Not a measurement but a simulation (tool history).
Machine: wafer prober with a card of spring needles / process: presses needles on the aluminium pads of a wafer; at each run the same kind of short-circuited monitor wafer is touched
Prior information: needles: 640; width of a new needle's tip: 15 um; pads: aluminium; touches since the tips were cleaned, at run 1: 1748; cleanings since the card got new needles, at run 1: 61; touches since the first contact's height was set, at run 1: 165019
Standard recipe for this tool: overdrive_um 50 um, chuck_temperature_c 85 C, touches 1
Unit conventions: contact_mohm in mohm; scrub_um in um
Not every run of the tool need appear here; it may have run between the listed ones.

run   hour  overdrive_um  chuck_temperature_c  touches  touches since the tips were cleaned  cleanings since the card got new needles  touches since the first contact's height was set  contact_mohm  scrub_um
  1    0.0            50                   85        1                                 1748                                        61                                            165019           286      7.52
       2.2  -- tips cleaned on abrasive film
       7.4  -- tips cleaned on abrasive film
      12.5  -- tips cleaned on abrasive film
  2   14.0            50                   85        1                                  937                                        64                                            173320           285      7.34
      16.7  -- tips cleaned on abrasive film
      21.3  -- tips cleaned on abrasive film
  3   23.9            50                   85        1                                 1553                                        66                                            179199           286      7.49
      25.9  -- tips cleaned on abrasive film
      30.9  -- tips cleaned on abrasive film
  4   33.2            50                   85        1                                 1416                                        68                                            184710           283      7.25
      35.8  -- tips cleaned on abrasive film
      40.4  -- tips cleaned on abrasive film
      45.2  -- tips cleaned on abrasive film
  5   45.3            50                   85        1                                    5                                        71                                            191831           287      7.36
      50.2  -- tips cleaned on abrasive film
      54.8  -- tips cleaned on abrasive film
  6   58.0            50                   85        1                                 1926                                        73                                            199420           281      7.28
      59.8  -- tips cleaned on abrasive film
      60.1  -- height of the first contact set anew
      65.2  -- tips cleaned on abrasive film
  7   65.2            50                   85        1                                    0                                        75                                              3000           285      7.45
      70.3  -- tips cleaned on abrasive film
      75.1  -- tips cleaned on abrasive film
  8   78.0            50                   85        2                                 1736                                        77                                             10633           283      7.31
      79.8  -- tips cleaned on abrasive film
      84.6  -- tips cleaned on abrasive film
      89.7  -- tips cleaned on abrasive film
  9   90.9            50                   85        2                                  760                                        80                                             18283           287      7.38
      94.1  -- tips cleaned on abrasive film
      98.4  -- tips cleaned on abrasive film
 10  100.6            50                   85        2                                 1315                                        82                                             24008           289      7.44
     103.3  -- tips cleaned on abrasive film
 11  107.2            50                   85        2                                 2334                                        83                                             27941           283      7.18
     108.2  -- tips cleaned on abrasive film
     113.4  -- tips cleaned on abrasive film
     117.7  -- tips cleaned on abrasive film
 12  117.7            50                   85        2                                    0                                        86                                             34171           287      7.32
     122.2  -- tips cleaned on abrasive film
     126.9  -- tips cleaned on abrasive film
     131.3  -- tips cleaned on abrasive film
 13  131.6            50                   85        2                                  179                                        89                                             42388           286      7.34
     136.1  -- tips cleaned on abrasive film
 14  137.4            50                   85        2                                  782                                        90                                             45810           282      7.32
     140.3  -- tips cleaned on abrasive film
     145.1  -- tips cleaned on abrasive film
     149.6  -- tips cleaned on abrasive film
 15  150.5            50                   64        1                                  525                                        93                                             53581           283      7.24
     154.2  -- tips cleaned on abrasive film
     158.6  -- tips cleaned on abrasive film
     163.1  -- tips cleaned on abrasive film
 16  163.1            38                   31        2                                    0                                        96                                             61013           273      5.40
     167.5  -- tips cleaned on abrasive film
     172.3  -- tips cleaned on abrasive film
 17  174.6            50                   48        2                                 1409                                        98                                             67891           278      7.38
     176.7  -- tips cleaned on abrasive film
     181.4  -- tips cleaned on abrasive film
 18  182.2            50                   40        2                                  477                                       100                                             72355           270      7.45
     185.9  -- tips cleaned on abrasive film
     190.6  -- tips cleaned on abrasive film
 19  191.0            50                   40        2                                  254                                       102                                             77598           276      7.44
     195.2  -- tips cleaned on abrasive film
     200.0  -- tips cleaned on abrasive film
 20  201.7            33                   45        1                                 1057                                       104                                             83960           279      4.81
     204.5  -- tips cleaned on abrasive film
     209.2  -- tips cleaned on abrasive film
 21  212.8            33                   45        1                                 2205                                       106                                             90550           279      4.82
     213.7  -- tips cleaned on abrasive film
     218.5  -- tips cleaned on abrasive film
     223.3  -- tips cleaned on abrasive film
 22  225.6            40                   30        1                                 1401                                       109                                             98098           268      5.91
     228.4  -- tips cleaned on abrasive film
     233.3  -- tips cleaned on abrasive film
 23  235.7            40                   30        1                                 1447                                       111                                            104112           274      5.99
     237.8  -- tips cleaned on abrasive film
     242.7  -- tips cleaned on abrasive film
 24  244.3            69                  121        3                                  932                                       113                                            109181           294     10.10
     247.2  -- tips cleaned on abrasive film
     251.6  -- tips cleaned on abrasive film
 25  253.7            69                  121        3                                 1271                                       115                                            114797           289     10.00
     256.5  -- tips cleaned on abrasive film
     261.7  -- tips cleaned on abrasive film
 26  265.8            50                   44        1                                 2463                                       117                                            121986           278      7.34
     266.8  -- tips cleaned on abrasive film
     271.1  -- tips cleaned on abrasive film
 27  273.1            49                   43        1                                 1177                                       119                                            126281           271      7.27
     275.9  -- tips cleaned on abrasive film
     280.3  -- tips cleaned on abrasive film
 28  280.3            35                   85        3                                    0                                       121                                            130515           290      5.22

Forecast each of these 5 alternatives for the next run:
     284.7  -- tips cleaned on abrasive film
     289.0  -- tips cleaned on abrasive film
  A  290.4            32                   51        1                                  816                                       123                                            136508             ?         ?
     284.7  -- tips cleaned on abrasive film
     289.0  -- tips cleaned on abrasive film
  B  290.4            31                   34        1                                  816                                       123                                            136508             ?         ?
     284.7  -- tips cleaned on abrasive film
     289.0  -- tips cleaned on abrasive film
  C  290.4            50                   53        2                                  816                                       123                                            136508             ?         ?
     284.7  -- tips cleaned on abrasive film
     289.0  -- tips cleaned on abrasive film
  D  290.4            35                   93        3                                  816                                       123                                            136508             ?         ?
     284.7  -- tips cleaned on abrasive film
     289.0  -- tips cleaned on abrasive film
  E  290.4            55                   38        1                                  816                                       123                                            136508             ?         ?

run  contact_mohm  scrub_um
  A           280      4.64
  B           278      4.60
  C           279      7.35
  D           292      5.06
  E           267      8.15
Stripped of hidden state, with their random variation kept, the same runs would have yielded:
run  contact_mohm  scrub_um
  A           280      4.64
  B           278      4.60
  C           279      7.35
  D           292      5.06
  E           267      8.15
